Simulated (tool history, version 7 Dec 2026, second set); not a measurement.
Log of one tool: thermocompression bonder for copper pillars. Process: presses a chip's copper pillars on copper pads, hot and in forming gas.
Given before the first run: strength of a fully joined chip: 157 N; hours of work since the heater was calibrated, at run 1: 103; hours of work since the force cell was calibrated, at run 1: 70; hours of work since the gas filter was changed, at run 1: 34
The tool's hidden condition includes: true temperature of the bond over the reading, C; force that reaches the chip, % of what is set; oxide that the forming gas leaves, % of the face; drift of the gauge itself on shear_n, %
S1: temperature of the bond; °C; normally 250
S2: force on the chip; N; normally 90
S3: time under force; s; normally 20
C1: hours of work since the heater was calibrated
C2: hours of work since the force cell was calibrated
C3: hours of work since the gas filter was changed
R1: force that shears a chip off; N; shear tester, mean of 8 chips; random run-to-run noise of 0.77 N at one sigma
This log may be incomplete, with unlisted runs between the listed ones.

run 1 hour=0 | S1=250 S2=90 S3=20 | C1=103 C2=70 C3=34 | R1=55.9
run 2 hour=15 | S1=250 S2=90 S3=20 | C1=110 C2=76 C3=41 | R1=57
run 3 hour=33.1 | S1=250 S2=90 S3=20 | C1=117 C2=84 C3=48 | R1=55.9
run 4 hour=64.1 | S1=250 S2=90 S3=20 | C1=130 C2=97 C3=61 | R1=57.2
run 5 hour=95 | S1=250 S2=91 S3=20 | C1=143 C2=110 C3=74 | R1=57.6
run 6 hour=110 | S1=250 S2=91 S3=20 | C1=150 C2=116 C3=80 | R1=55.3
run 7 hour=137.1 | S1=250 S2=91 S3=20 | C1=161 C2=128 C3=92 | R1=56.3
run 8 hour=164.1 | S1=250 S2=91 S3=20 | C1=172 C2=139 C3=103 | R1=56.5
run 9 hour=196 | S1=250 S2=122 S3=20 | C1=186 C2=152 C3=117 | R1=67.3
run 10 hour=213 | S1=278 S2=122 S3=20 | C1=193 C2=160 C3=124 | R1=86.4
run 11 hour=236.8 | S1=250 S2=90 S3=20 | C1=203 C2=170 C3=134 | R1=53.6
run 12 hour=257 | S1=250 S2=90 S3=20 | C1=211 C2=178 C3=142 | R1=54.9
-- hour=260.7 heater calibrated with a thermocouple chip
run 13 hour=277.4 | S1=250 S2=67 S3=20 | C1=7 C2=186 C3=150 | R1=44.9
run 14 hour=300.9 | S1=250 S2=67 S3=20 | C1=17 C2=196 C3=160 | R1=44.9
run 15 hour=317.4 | S1=250 S2=67 S3=20 | C1=24 C2=203 C3=167 | R1=43.8
run 16 hour=351.2 | S1=250 S2=90 S3=20 | C1=38 C2=217 C3=181 | R1=51.7
-- hour=372.9 heater calibrated with a thermocouple chip, once more
run 17 hour=381.9 | S1=250 S2=90 S3=20 | C1=4 C2=229 C3=193 | R1=55.7
run 18 hour=402.4 | S1=250 S2=90 S3=20 | C1=12 C2=237 C3=202 | R1=55.3
run 19 hour=417 | S1=250 S2=90 S3=20 | C1=19 C2=244 C3=208 | R1=55.2
run 20 hour=448.5 | S1=250 S2=90 S3=20 | C1=32 C2=257 C3=221 | R1=56.3
run 21 hour=472.7 | S1=253 S2=80 S3=20 | C1=42 C2=267 C3=231 | R1=51.8
run 22 hour=488.5 | S1=236 S2=63 S3=17 | C1=49 C2=274 C3=238 | R1=33.6
run 23 hour=504.2 | S1=264 S2=90 S3=38 | C1=55 C2=280 C3=244 | R1=80.4
run 24 hour=527.1 | S1=264 S2=90 S3=20 | C1=65 C2=290 C3=254 | R1=62.9
run 25 hour=556.6 | S1=237 S2=87 S3=20 | C1=77 C2=302 C3=266 | R1=44
run 26 hour=584.8 | S1=237 S2=87 S3=20 | C1=89 C2=314 C3=278 | R1=44
run 27 hour=603.5 | S1=248 S2=90 S3=20 | C1=97 C2=322 C3=286 | R1=52.9
run 28 hour=617.8 | S1=226 S2=90 S3=19 | C1=103 C2=328 C3=292 | R1=39.3
run 29 hour=640.7 | S1=226 S2=80 S3=28 | C1=113 C2=338 C3=302 | R1=43.9
run 30 hour=661.6 | S1=250 S2=90 S3=45 | C1=121 C2=346 C3=311 | R1=72
run 31 hour=680.1 | S1=250 S2=90 S3=45 | C1=129 C2=354 C3=318 | R1=71.4
run 32 hour=709.7 | S1=255 S2=99 S3=13 | C1=142 C2=367 C3=331 | R1=50.2
run 33 hour=728.3 | S1=255 S2=99 S3=13 | C1=149 C2=374 C3=339 | R1=49.9
run 34 hour=751.1 | S1=234 S2=121 S3=24 | C1=159 C2=384 C3=348 | R1=55.9
run 35 hour=773.2 | S1=239 S2=121 S3=36 | C1=168 C2=393 C3=357 | R1=68.2
run 36 hour=797.4 | S1=239 S2=91 S3=36 | C1=178 C2=403 C3=368 | R1=58.5
run 37 hour=814.8 | S1=250 S2=116 S3=20 | C1=186 C2=411 C3=375 | R1=59.4

What if the next run were any one of these 4? Each begins from the tool's condition after run 37:
run A hour=835.8 | S1=260 S2=116 S3=20 | C1=194 C2=420 C3=384 | R1=?
run B hour=835.8 | S1=270 S2=116 S3=21 | C1=194 C2=420 C3=384 | R1=?
run C hour=835.8 | S1=250 S2=132 S3=11 | C1=194 C2=420 C3=384 | R1=?
run D hour=835.8 | S1=268 S2=90 S3=20 | C1=194 C2=420 C3=384 | R1=?

run=A R1=67.5
run=B R1=75.5
run=C R1=52.5
run=D R1=62.3
With the hidden condition removed and each run's random variation left untouched, the same runs would have given:
run=A R1=75.8
run=B R1=84.5
run=C R1=59.1
run=D R1=69.9

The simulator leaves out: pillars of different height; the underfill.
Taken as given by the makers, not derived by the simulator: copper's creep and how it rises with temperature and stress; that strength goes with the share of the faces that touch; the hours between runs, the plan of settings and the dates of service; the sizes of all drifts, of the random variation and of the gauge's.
